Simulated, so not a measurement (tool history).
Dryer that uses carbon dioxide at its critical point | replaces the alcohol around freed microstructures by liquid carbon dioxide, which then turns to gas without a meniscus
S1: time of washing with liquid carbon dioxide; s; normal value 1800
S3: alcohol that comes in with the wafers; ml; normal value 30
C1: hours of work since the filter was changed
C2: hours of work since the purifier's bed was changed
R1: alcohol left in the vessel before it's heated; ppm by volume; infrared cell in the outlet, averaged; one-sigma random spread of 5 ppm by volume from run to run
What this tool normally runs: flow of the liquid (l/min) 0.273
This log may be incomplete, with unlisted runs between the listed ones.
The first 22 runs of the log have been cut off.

{"run": 23, "day": 26.258, "S1": 1800, "flow of the liquid (l/min)": 0.273, "S3": 30, "C1": 207, "C2": 129, "R1": 111}
{"run": 24, "day": 27.038, "S1": 1800, "flow of the liquid (l/min)": 0.273, "S3": 30, "C1": 218, "C2": 140, "R1": 114}
{"run": 25, "day": 28.392, "S1": 1800, "flow of the liquid (l/min)": 0.273, "S3": 30, "C1": 237, "C2": 159, "R1": 129}
{"run": 26, "day": 29.412, "S1": 1800, "flow of the liquid (l/min)": 0.252, "S3": 78, "C1": 252, "C2": 173, "R1": 360}
{"run": 27, "day": 30.271, "S1": 1800, "flow of the liquid (l/min)": 0.169, "S3": 25, "C1": 264, "C2": 186, "R1": 681}
{"run": 28, "day": 31.512, "S1": 2340, "flow of the liquid (l/min)": 0.435, "S3": 30, "C1": 282, "C2": 203, "R1": 58}
{"run": 29, "day": 32.6, "S1": 2340, "flow of the liquid (l/min)": 0.435, "S3": 30, "C1": 297, "C2": 218, "R1": 68}
{"day": 33.262, "done": "inlet filter changed"}
{"run": 30, "day": 34.092, "S1": 1080, "flow of the liquid (l/min)": 0.271, "S3": 38, "C1": 12, "C2": 239, "R1": 735}
{"run": 31, "day": 35.321, "S1": 1080, "flow of the liquid (l/min)": 0.277, "S3": 51, "C1": 29, "C2": 256, "R1": 954}
{"run": 32, "day": 36.121, "S1": 1380, "flow of the liquid (l/min)": 0.191, "S3": 30, "C1": 40, "C2": 268, "R1": 898}
{"run": 33, "day": 36.829, "S1": 1380, "flow of the liquid (l/min)": 0.191, "S3": 30, "C1": 50, "C2": 278, "R1": 922}
{"run": 34, "day": 38.079, "S1": 1560, "flow of the liquid (l/min)": 0.356, "S3": 30, "C1": 68, "C2": 295, "R1": 109}
{"run": 35, "day": 39.633, "S1": 1560, "flow of the liquid (l/min)": 0.356, "S3": 30, "C1": 90, "C2": 317, "R1": 116}
{"run": 36, "day": 40.529, "S1": 1740, "flow of the liquid (l/min)": 0.292, "S3": 24, "C1": 103, "C2": 330, "R1": 126}
{"run": 37, "day": 41.375, "S1": 1980, "flow of the liquid (l/min)": 0.193, "S3": 53, "C1": 115, "C2": 342, "R1": 446}
{"run": 38, "day": 42.938, "S1": 1980, "flow of the liquid (l/min)": 0.193, "S3": 53, "C1": 137, "C2": 364, "R1": 471}
{"run": 39, "day": 44.488, "S1": 2160, "flow of the liquid (l/min)": 0.359, "S3": 30, "C1": 159, "C2": 386, "R1": 112}
{"run": 40, "day": 46.038, "S1": 1800, "flow of the liquid (l/min)": 0.217, "S3": 68, "C1": 181, "C2": 408, "R1": 588}
{"run": 41, "day": 47.621, "S1": 1260, "flow of the liquid (l/min)": 0.317, "S3": 58, "C1": 203, "C2": 430, "R1": 500}
{"run": 42, "day": 49.254, "S1": 1740, "flow of the liquid (l/min)": 0.224, "S3": 55, "C1": 226, "C2": 453, "R1": 560}
{"run": 43, "day": 50.204, "S1": 1740, "flow of the liquid (l/min)": 0.224, "S3": 55, "C1": 239, "C2": 467, "R1": 589}
{"run": 44, "day": 51.408, "S1": 1260, "flow of the liquid (l/min)": 0.319, "S3": 30, "C1": 256, "C2": 484, "R1": 351}
{"run": 45, "day": 52.779, "S1": 2460, "flow of the liquid (l/min)": 0.319, "S3": 55, "C1": 276, "C2": 503, "R1": 149}
{"day": 53.538, "done": "purifier's bed changed"}
{"run": 46, "day": 54.004, "S1": 1800, "flow of the liquid (l/min)": 0.374, "S3": 42, "C1": 291, "C2": 7, "R1": 20}

Below are 3 alternative next runs, each starting from the tool's condition after run 46. Predict each:
{"day": 55.075, "done": "inlet filter changed"}
{"run": "A", "day": 55.325, "S1": 1500, "flow of the liquid (l/min)": 0.278, "S3": 101, "C1": 4, "C2": 25, "R1": "?"}
{"day": 55.075, "done": "inlet filter changed"}
{"run": "B", "day": 55.325, "S1": 1200, "flow of the liquid (l/min)": 0.263, "S3": 101, "C1": 4, "C2": 25, "R1": "?"}
{"day": 55.075, "done": "inlet filter changed"}
{"run": "C", "day": 55.325, "S1": 2760, "flow of the liquid (l/min)": 0.374, "S3": 42, "C1": 4, "C2": 25, "R1": "?"}

run=A R1=339
run=B R1=1286
run=C R1=1
Take away the tool's hidden state, keep each run's random variation, and the runs would have read:
run=A R1=325
run=B R1=1259
run=C R1=0

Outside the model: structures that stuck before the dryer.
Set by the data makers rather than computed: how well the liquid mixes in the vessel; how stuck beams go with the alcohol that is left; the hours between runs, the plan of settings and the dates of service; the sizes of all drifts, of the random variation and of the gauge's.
